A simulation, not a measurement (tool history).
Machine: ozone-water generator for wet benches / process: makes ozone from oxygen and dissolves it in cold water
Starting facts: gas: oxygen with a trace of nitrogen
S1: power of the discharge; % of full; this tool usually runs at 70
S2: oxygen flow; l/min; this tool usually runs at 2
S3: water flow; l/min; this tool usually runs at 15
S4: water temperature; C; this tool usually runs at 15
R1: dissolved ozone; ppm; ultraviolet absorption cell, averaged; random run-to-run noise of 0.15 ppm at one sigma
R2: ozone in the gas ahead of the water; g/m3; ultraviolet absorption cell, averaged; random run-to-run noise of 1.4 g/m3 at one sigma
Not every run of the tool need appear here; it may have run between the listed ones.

Run 1, hour 0: usual settings. Result: R1 17.6 ppm, R2 251.9 g/m3.
Run 2, hour 33: usual settings but S3 16 l/min. Result: R1 17 ppm, R2 253.1 g/m3.
Run 3, hour 56.5: usual settings but S3 16 l/min. Result: R1 17.1 ppm, R2 253.5 g/m3.
Run 4, hour 93.4: usual settings but S3 16 l/min. Result: R1 16.7 ppm, R2 248.5 g/m3.
Run 5, hour 121: usual settings but S4 14 C. Result: R1 17.8 ppm, R2 254.1 g/m3.
Run 6, hour 166.4: usual settings but S4 14 C. Result: R1 17.9 ppm, R2 250 g/m3.
Run 7, hour 192.2: usual settings but S4 14 C. Result: R1 18.1 ppm, R2 250.7 g/m3.
Run 8, hour 240: usual settings but S4 14 C. Result: R1 18.2 ppm, R2 252.6 g/m3.
Run 9, hour 286.3: usual settings but S4 11 C. Result: R1 17.9 ppm, R2 252.8 g/m3.
Run 10, hour 308.1: usual settings but S4 11 C. Result: R1 18 ppm, R2 253.7 g/m3.
Run 11, hour 337.9: usual settings but S4 11 C. Result: R1 18.3 ppm, R2 251.4 g/m3.
Run 12, hour 384.2: usual settings but S2 1.6 l/min. Result: R1 16.7 ppm, R2 279.9 g/m3.
Run 13, hour 406.7: usual settings but S2 1.6 l/min. Result: R1 16.8 ppm, R2 280.2 g/m3.
Run 14, hour 445.4: usual settings. Result: R1 17.6 ppm, R2 252.5 g/m3.
Run 15, hour 483.6: usual settings. Result: R1 17.9 ppm, R2 251.9 g/m3.
Run 16, hour 521.6: usual settings but S3 12 l/min. Result: R1 21.4 ppm, R2 252.2 g/m3.
Run 17, hour 567.5: usual settings but S3 12 l/min. Result: R1 21.6 ppm, R2 251.3 g/m3.
Run 18, hour 618.1: usual settings but S1 54 % of full, S2 1.96 l/min, S3 18 l/min, S4 20 C. Result: R1 11.9 ppm, R2 214.5 g/m3.
Run 19, hour 649.4: usual settings but S3 18 l/min. Result: R1 14.9 ppm, R2 253.5 g/m3.
Run 20, hour 686.6: usual settings but S1 76 % of full, S3 18 l/min. Result: R1 16 ppm, R2 264.1 g/m3.
Run 21, hour 730.6: usual settings but S1 75 % of full, S3 19 l/min. Result: R1 15 ppm, R2 264.2 g/m3.
Run 22, hour 780.4: usual settings but S1 75 % of full, S3 19 l/min. Result: R1 14.7 ppm, R2 265 g/m3.
Run 23, hour 825: usual settings but S3 9 l/min. Result: R1 26.7 ppm, R2 252.9 g/m3.
Run 24, hour 860.8: usual settings but S2 2.68 l/min, S3 13 l/min. Result: R1 21.3 ppm, R2 219.3 g/m3.
Run 25, hour 896.6: usual settings but S4 7 C. Result: R1 19 ppm, R2 252.8 g/m3.
Run 26, hour 948.2: usual settings but S1 48 % of full, S2 1.43 l/min, S4 13 C. Result: R1 12.6 ppm, R2 233.4 g/m3.
Run 27, hour 973.1: usual settings but S1 48 % of full, S2 1.21 l/min, S4 13 C. Result: R1 12.1 ppm, R2 249.2 g/m3.
Run 28, hour 1019.3: usual settings but S2 1.89 l/min, S3 23 l/min, S4 13 C. Result: R1 11.8 ppm, R2 260.2 g/m3.
Run 29, hour 1058.7: usual settings but S3 18 l/min, S4 17 C. Result: R1 14.9 ppm, R2 252.2 g/m3.
Run 30, hour 1097.5: usual settings but S3 21 l/min, S4 17 C. Result: R1 12.7 ppm, R2 253.7 g/m3.
Run 31, hour 1123.2: usual settings but S4 14 C. Result: R1 17.9 ppm, R2 249.5 g/m3.
Run 32, hour 1173.2: usual settings but S1 65 % of full, S2 1.54 l/min, S3 21 l/min, S4 20 C. Result: R1 11 ppm, R2 272.1 g/m3.

Branching from run 32: 3 alternative next runs. What would each branch give?
Run A, hour 1205: usual settings but S4 20 C. Result: R1 ?, R2 ?.
Run B, hour 1205: usual settings but S1 65 % of full, S2 1.28 l/min, S3 21 l/min, S4 11 C. Result: R1 ?, R2 ?.
Run C, hour 1205: usual settings but S1 65 % of full, S2 2.43 l/min, S3 21 l/min, S4 20 C. Result: R1 ?, R2 ?.

run    R1     R2
  A  17.1  250.5
  B  10.7  298.2
  C  12.3  216.4
Stripped of hidden state, with their random variation kept, the same runs would have yielded:
run    R1     R2
  A  17.1  250.5
  B  10.7  298.2
  C  12.3  216.5
